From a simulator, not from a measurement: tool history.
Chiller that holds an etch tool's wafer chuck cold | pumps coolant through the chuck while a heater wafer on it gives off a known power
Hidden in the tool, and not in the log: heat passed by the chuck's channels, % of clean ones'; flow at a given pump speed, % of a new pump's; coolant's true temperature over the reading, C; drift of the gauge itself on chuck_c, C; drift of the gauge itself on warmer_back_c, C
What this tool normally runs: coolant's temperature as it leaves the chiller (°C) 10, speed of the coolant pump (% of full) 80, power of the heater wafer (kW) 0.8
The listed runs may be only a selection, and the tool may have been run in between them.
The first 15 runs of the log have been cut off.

run    hour  coolant's temperature as it leaves the chiller (°C)  speed of the coolant pump (% of full)  power of the heater wafer (kW)  hours since the coolant was changed and the channels were flushed  hours since the pump was overhauled  hours since the chiller's thermometer was calibrated  chuck's temperature once it has settled (°C)  how much warmer the coolant comes back (C)
 16  1424.1                                                   10                                     80                             0.8                                                               1299                                 6626                                                  1563                                          17.7                                        3.75
 17  1551.3                                                   10                                     80                           1.196                                                               1426                                 6753                                                  1691                                          21.3                                        5.69
 18    1624                                                   10                                     80                             0.8                                                               1499                                 6826                                                  1763                                          17.7                                         3.8
     1635.6  -- chiller's thermometer calibrated
 19  1757.9                                                    5                                     86                           0.778                                                               1632                                 6958                                                   122                                          12.2                                        3.46
 20  1855.8                                                   10                                     82                           0.958                                                               1730                                 7056                                                   220                                          19.1                                        4.47
 21  1916.3                                                   10                                     82                           0.958                                                               1790                                 7117                                                   281                                          19.2                                        4.44
 22  2018.2                                                   10                                     82                           0.958                                                               1892                                 7219                                                   383                                          19.2                                        4.42
 23  2095.5                                                   10                                     87                             0.8                                                               1969                                 7296                                                   460                                          17.7                                        3.49
 24  2191.6                                                   10                                     87                             0.8                                                               2065                                 7392                                                   556                                          17.6                                        3.51
     2229.8  -- chiller's thermometer calibrated, once more
 25  2300.7                                                   10                                     87                             0.8                                                               2174                                 7500                                                    71                                          17.2                                        3.49
 26  2420.6                                                   10                                     87                             0.8                                                               2293                                 7620                                                   191                                          17.3                                        3.51
     2437.6  -- coolant pump overhauled
 27  2527.4                                                   10                                     87                             0.8                                                               2395                                   90                                                   293                                          16.7                                        3.16
 28  2642.1                                                    3                                     87                             0.8                                                               2510                                  205                                                   407                                           9.8                                        3.15
 29  2768.9                                                    3                                     87                             0.8                                                               2637                                  331                                                   534                                           9.9                                        3.17
 30  2901.5                                                    7                                     92                           0.806                                                               2769                                  464                                                   667                                          13.7                                        3.03
 31  3010.2                                                    9                                     92                            0.54                                                               2878                                  573                                                   775                                          13.5                                        1.99
 32  3085.4                                                   10                                     90                           0.695                                                               2953                                  648                                                   851                                          15.9                                        2.63
 33    3219                                                   10                                     80                             0.8                                                               3087                                  781                                                   984                                          17.4                                        3.49

Predict each of these 3 candidate next runs independently; none follows another, all start after run 33:
  A  3276.7                                                   16                                     80                             0.8                                                               3145                                  839                                                  1042                                             ?                                           ?
  B  3276.7                                                    5                                     95                             0.8                                                               3145                                  839                                                  1042                                             ?                                           ?
  C  3276.7                                                   18                                     80                             0.8                                                               3145                                  839                                                  1042                                             ?                                           ?

run  chuck's temperature once it has settled (°C)  how much warmer the coolant comes back (C)
  A                                          23.3                                        3.47
  B                                          11.7                                        2.86
  C                                          25.4                                        3.49
The same runs, with their run-to-run variation unchanged, on a tool lacking any hidden condition would have given:
run  chuck's temperature once it has settled (°C)  how much warmer the coolant comes back (C)
  A                                          22.7                                        3.43
  B                                          11.1                                        2.83
  C                                          24.8                                        3.45

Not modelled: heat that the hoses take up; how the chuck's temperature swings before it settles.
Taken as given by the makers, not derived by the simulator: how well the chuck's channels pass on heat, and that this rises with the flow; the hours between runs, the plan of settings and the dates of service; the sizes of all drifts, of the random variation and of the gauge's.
